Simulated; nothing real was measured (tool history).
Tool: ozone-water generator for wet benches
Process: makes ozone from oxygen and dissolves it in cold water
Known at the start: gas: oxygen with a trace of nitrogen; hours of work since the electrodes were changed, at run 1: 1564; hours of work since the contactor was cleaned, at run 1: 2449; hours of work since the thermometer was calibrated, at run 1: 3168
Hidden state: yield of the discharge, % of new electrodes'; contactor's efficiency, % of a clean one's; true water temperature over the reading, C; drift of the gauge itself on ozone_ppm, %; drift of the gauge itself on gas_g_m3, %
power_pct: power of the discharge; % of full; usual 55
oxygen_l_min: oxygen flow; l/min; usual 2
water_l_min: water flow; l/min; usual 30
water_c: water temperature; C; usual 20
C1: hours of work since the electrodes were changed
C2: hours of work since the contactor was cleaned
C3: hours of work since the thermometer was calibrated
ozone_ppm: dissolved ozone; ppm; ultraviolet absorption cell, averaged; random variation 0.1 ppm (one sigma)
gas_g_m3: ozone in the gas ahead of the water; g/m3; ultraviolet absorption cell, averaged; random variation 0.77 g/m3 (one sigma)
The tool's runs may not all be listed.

Run 1, hour 0: usual settings; C1 1564; C2 2449; C3 3168. Result: ozone_ppm 3.3 ppm, gas_g_m3 110.5 g/m3.
Run 2, hour 39.7: usual settings; C1 1595; C2 2480; C3 3199. Result: ozone_ppm 3.4 ppm, gas_g_m3 110.1 g/m3.
Run 3, hour 73.2: usual settings; C1 1621; C2 2506; C3 3225. Result: ozone_ppm 3.4 ppm, gas_g_m3 108.6 g/m3.
Run 4, hour 95.6: usual settings; C1 1638; C2 2523; C3 3243. Result: ozone_ppm 3.4 ppm, gas_g_m3 110 g/m3.
Run 5, hour 142.4: usual settings; C1 1675; C2 2560; C3 3279. Result: ozone_ppm 3.3 ppm, gas_g_m3 108.8 g/m3.
Run 6, hour 171.4: usual settings but power_pct 58 % of full; C1 1697; C2 2582; C3 3301. Result: ozone_ppm 3.5 ppm, gas_g_m3 112.5 g/m3.
Run 7, hour 214.4: usual settings but power_pct 58 % of full; C1 1730; C2 2615; C3 3335. Result: ozone_ppm 3.3 ppm, gas_g_m3 114.6 g/m3.
Run 8, hour 252.1: usual settings but power_pct 58 % of full; C1 1760; C2 2645; C3 3364. Result: ozone_ppm 3.3 ppm, gas_g_m3 115.2 g/m3.
At hour 291.6: contactor cleaned.
Run 9, hour 298.8: usual settings but power_pct 98 % of full; C1 1793; C2 6; C3 3397. Result: ozone_ppm 5.5 ppm, gas_g_m3 177.9 g/m3.
Run 10, hour 342.4: usual settings but water_c 19 C; C1 1827; C2 39; C3 3431. Result: ozone_ppm 3.4 ppm, gas_g_m3 107.9 g/m3.
Run 11, hour 374: usual settings but power_pct 49 % of full, oxygen_l_min 1.88 l/min, water_c 13 C; C1 1851; C2 64; C3 3455. Result: ozone_ppm 3.1 ppm, gas_g_m3 101 g/m3.
Run 12, hour 417.8: usual settings but power_pct 49 % of full, oxygen_l_min 1.88 l/min, water_c 13 C; C1 1885; C2 98; C3 3489. Result: ozone_ppm 3.2 ppm, gas_g_m3 99.9 g/m3.
Run 13, hour 464.2: usual settings but power_pct 80 % of full, oxygen_l_min 1.63 l/min, water_c 13 C; C1 1921; C2 134; C3 3525. Result: ozone_ppm 4.4 ppm, gas_g_m3 162.6 g/m3.
Run 14, hour 511.8: usual settings but power_pct 80 % of full, oxygen_l_min 1.63 l/min, water_c 13 C; C1 1958; C2 171; C3 3562. Result: ozone_ppm 4.5 ppm, gas_g_m3 160.9 g/m3.
Run 15, hour 542.4: usual settings but power_pct 61 % of full, oxygen_l_min 1.19 l/min, water_l_min 20 l/min, water_c 23 C; C1 1981; C2 194; C3 3586. Result: ozone_ppm 4.5 ppm, gas_g_m3 148.4 g/m3.
Run 16, hour 585.9: usual settings but water_c 12 C; C1 2015; C2 228; C3 3619. Result: ozone_ppm 3.3 ppm, gas_g_m3 108.1 g/m3.
Run 17, hour 621.2: usual settings but water_l_min 26 l/min, water_c 12 C; C1 2043; C2 255; C3 3647. Result: ozone_ppm 4.3 ppm, gas_g_m3 106.9 g/m3.

Forecast each of these 3 alternatives for the next run:
Run A, hour 651.9: usual settings but water_l_min 40 l/min, water_c 12 C; C1 2066; C2 279; C3 3670. Result: ozone_ppm ?, gas_g_m3 ?.
Run B, hour 651.9: usual settings but water_l_min 26 l/min, water_c 22 C; C1 2066; C2 279; C3 3670. Result: ozone_ppm ?, gas_g_m3 ?.
Run C, hour 651.9: usual settings but power_pct 44 % of full; C1 2066; C2 279; C3 3670. Result: ozone_ppm ?, gas_g_m3 ?.

run  ozone_ppm  gas_g_m3
  A        2.5     105.8
  B        3.9     107.1
  C        2.8        89
Without the tool's hidden state the same runs would have given:
run  ozone_ppm  gas_g_m3
  A        2.8     115.2
  B        4.2     116.6
  C          3      94.9

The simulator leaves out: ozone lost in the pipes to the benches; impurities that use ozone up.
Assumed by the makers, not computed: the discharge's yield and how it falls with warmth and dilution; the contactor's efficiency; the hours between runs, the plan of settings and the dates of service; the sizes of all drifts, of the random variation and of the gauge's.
